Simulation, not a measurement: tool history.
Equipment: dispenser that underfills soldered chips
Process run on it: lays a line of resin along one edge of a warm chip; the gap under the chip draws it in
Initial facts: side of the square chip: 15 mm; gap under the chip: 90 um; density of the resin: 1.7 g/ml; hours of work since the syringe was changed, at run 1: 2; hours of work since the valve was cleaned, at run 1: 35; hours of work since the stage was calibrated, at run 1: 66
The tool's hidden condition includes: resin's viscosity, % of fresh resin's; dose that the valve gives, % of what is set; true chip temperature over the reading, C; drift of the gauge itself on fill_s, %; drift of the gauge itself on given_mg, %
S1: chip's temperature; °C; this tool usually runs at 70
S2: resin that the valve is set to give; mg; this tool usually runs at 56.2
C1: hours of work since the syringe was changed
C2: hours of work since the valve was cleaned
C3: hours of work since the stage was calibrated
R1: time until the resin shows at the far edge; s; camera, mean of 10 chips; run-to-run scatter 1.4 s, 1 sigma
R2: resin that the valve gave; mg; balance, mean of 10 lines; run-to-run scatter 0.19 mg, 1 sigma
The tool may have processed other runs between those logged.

{"run": 1, "hour": 0.0, "S1": 70, "S2": 56.2, "C1": 2, "C2": 35, "C3": 66, "R1": 160.5, "R2": 54.87}
{"run": 2, "hour": 8.5, "S1": 70, "S2": 56.2, "C1": 8, "C2": 41, "C3": 72, "R1": 227.7, "R2": 54.95}
{"hour": 11.3, "done": "new syringe of resin"}
{"run": 3, "hour": 15.3, "S1": 70, "S2": 56.2, "C1": 3, "C2": 46, "C3": 76, "R1": 169.8, "R2": 54.83}
{"run": 4, "hour": 23.5, "S1": 70, "S2": 56.2, "C1": 8, "C2": 51, "C3": 82, "R1": 233.6, "R2": 54.29}
{"hour": 25.7, "done": "new syringe of resin"}
{"run": 5, "hour": 31.0, "S1": 70, "S2": 56.2, "C1": 4, "C2": 56, "C3": 87, "R1": 182.9, "R2": 54.13}
{"hour": 39.9, "done": "new syringe of resin"}
{"run": 6, "hour": 41.1, "S1": 70, "S2": 56.2, "C1": 1, "C2": 63, "C3": 93, "R1": 153.4, "R2": 54.0}
{"run": 7, "hour": 49.6, "S1": 70, "S2": 56.2, "C1": 7, "C2": 69, "C3": 99, "R1": 212.1, "R2": 53.8}
{"hour": 54.5, "done": "new syringe of resin"}
{"run": 8, "hour": 55.4, "S1": 62, "S2": 56.2, "C1": 1, "C2": 72, "C3": 103, "R1": 203.5, "R2": 54.03}
{"run": 9, "hour": 62.6, "S1": 58, "S2": 56.2, "C1": 6, "C2": 77, "C3": 108, "R1": 314.9, "R2": 53.71}
{"hour": 69.3, "done": "new syringe of resin"}
{"run": 10, "hour": 71.5, "S1": 74, "S2": 56.2, "C1": 1, "C2": 83, "C3": 114, "R1": 138.6, "R2": 52.67}
{"hour": 75.1, "done": "dispensing valve cleaned and set on the balance"}
{"hour": 84.4, "done": "new syringe of resin"}
{"run": 11, "hour": 85.3, "S1": 74, "S2": 56.2, "C1": 1, "C2": 7, "C3": 122, "R1": 128.9, "R2": 55.86}
{"run": 12, "hour": 93.6, "S1": 74, "S2": 56.2, "C1": 6, "C2": 12, "C3": 128, "R1": 181.5, "R2": 55.67}
{"hour": 98.7, "done": "new syringe of resin"}
{"run": 13, "hour": 99.0, "S1": 70, "S2": 71.5, "C1": 0, "C2": 16, "C3": 132, "R1": 148.3, "R2": 70.57}
{"run": 14, "hour": 110.0, "S1": 70, "S2": 71.5, "C1": 8, "C2": 24, "C3": 139, "R1": 222.7, "R2": 69.98}
{"hour": 113.4, "done": "new syringe of resin"}
{"run": 15, "hour": 121.8, "S1": 70, "S2": 49.4, "C1": 6, "C2": 31, "C3": 147, "R1": 204.8, "R2": 48.26}
{"hour": 128.0, "done": "new syringe of resin"}
{"run": 16, "hour": 133.9, "S1": 70, "S2": 54.3, "C1": 4, "C2": 40, "C3": 155, "R1": 189.0, "R2": 52.99}
{"run": 17, "hour": 141.5, "S1": 58, "S2": 63.8, "C1": 9, "C2": 45, "C3": 160, "R1": 392.8, "R2": 61.85}
{"hour": 142.8, "done": "new syringe of resin"}
{"run": 18, "hour": 147.2, "S1": 74, "S2": 51.2, "C1": 3, "C2": 48, "C3": 164, "R1": 155.0, "R2": 49.25}
{"hour": 156.8, "done": "new syringe of resin"}
{"run": 19, "hour": 156.8, "S1": 74, "S2": 51.2, "C1": 0, "C2": 55, "C3": 170, "R1": 130.2, "R2": 49.01}
{"run": 20, "hour": 163.2, "S1": 74, "S2": 66.5, "C1": 4, "C2": 59, "C3": 175, "R1": 159.2, "R2": 63.74}
{"hour": 171.8, "done": "new syringe of resin"}
{"run": 21, "hour": 173.8, "S1": 70, "S2": 61.6, "C1": 1, "C2": 66, "C3": 182, "R1": 159.3, "R2": 58.66}
{"run": 22, "hour": 182.3, "S1": 56, "S2": 61.5, "C1": 7, "C2": 72, "C3": 188, "R1": 368.2, "R2": 58.87}
{"hour": 185.8, "done": "new syringe of resin"}
{"run": 23, "hour": 192.9, "S1": 69, "S2": 48.5, "C1": 5, "C2": 79, "C3": 195, "R1": 208.1, "R2": 45.93}
{"hour": 200.8, "done": "new syringe of resin"}
{"hour": 202.9, "done": "dispensing valve cleaned and set on the balance"}
{"run": 24, "hour": 204.3, "S1": 56, "S2": 56.3, "C1": 2, "C2": 1, "C3": 202, "R1": 268.0, "R2": 56.16}
{"run": 25, "hour": 212.8, "S1": 56, "S2": 56.3, "C1": 8, "C2": 7, "C3": 207, "R1": 378.3, "R2": 56.12}
{"hour": 216.6, "done": "new syringe of resin"}
{"run": 26, "hour": 223.7, "S1": 80, "S2": 56.0, "C1": 5, "C2": 14, "C3": 215, "R1": 138.6, "R2": 55.34}
{"hour": 230.8, "done": "new syringe of resin"}
{"run": 27, "hour": 236.3, "S1": 64, "S2": 67.3, "C1": 4, "C2": 23, "C3": 223, "R1": 228.8, "R2": 65.97}
{"hour": 245.1, "done": "new syringe of resin"}
{"run": 28, "hour": 246.3, "S1": 64, "S2": 48.9, "C1": 1, "C2": 29, "C3": 230, "R1": 198.3, "R2": 47.95}
{"run": 29, "hour": 253.0, "S1": 81, "S2": 52.2, "C1": 5, "C2": 34, "C3": 234, "R1": 143.2, "R2": 51.22}
{"hour": 259.5, "done": "new syringe of resin"}
{"run": 30, "hour": 260.7, "S1": 60, "S2": 58.1, "C1": 1, "C2": 39, "C3": 240, "R1": 220.1, "R2": 56.85}
{"run": 31, "hour": 272.4, "S1": 56, "S2": 55.1, "C1": 9, "C2": 47, "C3": 248, "R1": 418.4, "R2": 53.2}

Each row is a separate what-if for the run after 31, all from the same tool condition, not one after another. Results?
{"hour": 273.8, "done": "new syringe of resin"}
{"run": "A", "hour": 282.3, "S1": 67, "S2": 54.5, "C1": 6, "C2": 53, "C3": 254, "R1": "?", "R2": "?"}
{"hour": 273.8, "done": "new syringe of resin"}
{"run": "B", "hour": 282.3, "S1": 67, "S2": 67.3, "C1": 6, "C2": 53, "C3": 254, "R1": "?", "R2": "?"}
{"hour": 273.8, "done": "new syringe of resin"}
{"run": "C", "hour": 282.3, "S1": 70, "S2": 70.6, "C1": 6, "C2": 53, "C3": 254, "R1": "?", "R2": "?"}
{"hour": 273.8, "done": "new syringe of resin"}
{"run": "D", "hour": 282.3, "S1": 66, "S2": 60.3, "C1": 6, "C2": 53, "C3": 254, "R1": "?", "R2": "?"}
{"hour": 273.8, "done": "new syringe of resin"}
{"run": "E", "hour": 282.3, "S1": 77, "S2": 53.8, "C1": 6, "C2": 53, "C3": 254, "R1": "?", "R2": "?"}

run=A R1=234.6 R2=52.65
run=B R1=228.5 R2=64.82
run=C R1=210.8 R2=68.28
run=D R1=239.4 R2=58.22
run=E R1=167.6 R2=51.84
Take away the tool's hidden state, keep each run's random variation, and the runs would have read:
run=A R1=154.5 R2=54.55
run=B R1=151.1 R2=67.16
run=C R1=139.7 R2=70.74
run=D R1=158.0 R2=60.33
run=E R1=111.0 R2=53.71

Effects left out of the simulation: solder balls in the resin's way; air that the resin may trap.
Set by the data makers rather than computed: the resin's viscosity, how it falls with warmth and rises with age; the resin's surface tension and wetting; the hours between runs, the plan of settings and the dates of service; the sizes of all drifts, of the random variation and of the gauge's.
